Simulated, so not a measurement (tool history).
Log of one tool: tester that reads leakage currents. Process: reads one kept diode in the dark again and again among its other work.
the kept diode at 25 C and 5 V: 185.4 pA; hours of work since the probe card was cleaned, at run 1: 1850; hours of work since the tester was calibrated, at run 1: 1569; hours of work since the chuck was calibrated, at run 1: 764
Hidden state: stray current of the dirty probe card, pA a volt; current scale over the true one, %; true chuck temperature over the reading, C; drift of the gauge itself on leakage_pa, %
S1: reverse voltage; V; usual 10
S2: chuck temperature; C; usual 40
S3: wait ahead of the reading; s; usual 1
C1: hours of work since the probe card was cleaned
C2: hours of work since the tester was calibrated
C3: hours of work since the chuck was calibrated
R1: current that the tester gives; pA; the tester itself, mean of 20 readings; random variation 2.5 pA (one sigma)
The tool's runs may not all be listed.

run,hour,S1,S2,S3,C1,C2,C3,R1
1,0,10,40,1,1850,1569,764,835.16
2,64.4,10,40,2.98,1901,1620,815,833.54
3,94.4,10,40,2.98,1925,1644,839,838.06
4,161.6,10,40,2.98,1979,1698,892,835.34
5,223.5,10,40,2.98,2028,1747,941,834.29
# hour 246.5: probe card cleaned and baked
6,295,10,40,2.98,38,1801,995,835.51
7,343.3,10,36,1,77,1839,1034,620.77
# hour 363: chuck's temperature calibrated
8,412.8,10,40,1.45,130,1893,39,835.43
9,467.4,10,40,1,174,1936,83,835.49
10,520.5,10,40,1,216,1978,125,838.32
11,580.3,10,40,1,263,2026,172,834.01
12,642.7,10,40,1,313,2075,222,833.18
13,673.6,10,40,1,337,2100,246,837.23
14,702.7,10,40,1,360,2123,269,838.42
15,732.8,9.9,51,0.71,384,2147,293,1809.3
16,780.9,2.8,23,1.02,422,2185,331,117.24
17,822.5,2.8,23,1.02,455,2218,364,116.58
18,874.6,6.5,40,1,497,2259,406,667.62
19,923.3,12.3,44,2.86,535,2298,444,1238.8
# hour 983.1: tester calibrated
20,983.1,4.3,44,0.73,581,0,490,716.49

4 ways to go on from here, each from the tool as it stands after run 20. What would each give?
A,1052.5,4.2,21,0.66,636,55,545,?
B,1052.5,2.3,23,0.73,636,55,545,?
C,1052.5,3.4,36,3.65,636,55,545,?
D,1052.5,4.3,38,2.58,636,55,545,?

run,R1
A,123.3
B,106.32
C,353.94
D,462.8
Without the tool's hidden state the same runs would have given:
run,R1
A,123.34
B,106.37
C,354.13
D,463.04
